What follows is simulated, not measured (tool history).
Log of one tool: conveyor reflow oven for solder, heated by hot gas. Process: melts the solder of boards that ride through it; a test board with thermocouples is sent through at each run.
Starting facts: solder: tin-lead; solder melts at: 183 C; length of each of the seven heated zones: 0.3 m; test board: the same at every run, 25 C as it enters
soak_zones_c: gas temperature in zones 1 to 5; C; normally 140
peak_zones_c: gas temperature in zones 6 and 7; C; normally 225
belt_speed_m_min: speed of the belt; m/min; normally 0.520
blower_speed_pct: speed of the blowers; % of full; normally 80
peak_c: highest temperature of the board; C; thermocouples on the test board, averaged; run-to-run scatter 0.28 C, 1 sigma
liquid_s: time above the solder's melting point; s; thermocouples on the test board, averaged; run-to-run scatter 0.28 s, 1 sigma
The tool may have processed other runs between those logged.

run   hour  soak_zones_c  peak_zones_c  belt_speed_m_min  blower_speed_pct  peak_c  liquid_s
  1    0.0           140           225             0.520                80   209.7      47.6
  2    9.8           140           225             0.520                80   210.1      47.2
  3   15.6           140           225             0.520                80   209.4      47.2
  4   22.0           140           225             0.520                80   209.7      47.4
  5   29.0           140           225             0.520                80   209.5      47.4
  6   37.8           140           225             0.520                80   208.9      47.3
  7   46.5           140           225             0.520                80   209.2      46.6
  8   52.5           140           215             0.520                80   201.0      39.1
  9   58.9           140           215             0.520                80   201.4      39.0
 10   68.6           140           225             0.520                80   209.0      47.3
 11   76.7           140           225             0.520                80   209.4      47.1
 12   84.4           140           225             0.520                80   209.1      46.9
 13   92.6           140           225             0.520                80   208.9      46.4
 14  100.9           140           225             0.520                80   209.4      46.3
 15  107.7           140           225             0.520                80   209.0      47.1
 16  117.7           140           220             0.520                86   206.2      44.6
 17  125.6           126           217             0.617                80   193.8      19.8
 18  135.5           140           236             0.520                80   218.5      53.7
 19  143.3           154           220             0.420                70   209.8      67.0
 20  149.5           140           225             0.535                80   208.0      44.4
 21  156.0           151           225             0.520                89   212.5      54.5
 22  162.2           151           225             0.520                64   206.6      47.1
 23  166.6           143           225             0.520                57   201.7      37.7

Estimate the outcome of run 24 from the log above:
 24  175.2           125           225             0.520                80       ?         ?

peak_c: 206.2 C
liquid_s: 39.2 s
With no hidden state in the tool, this same run would have given peak_c 209.9 C, liquid_s 42.9 s.
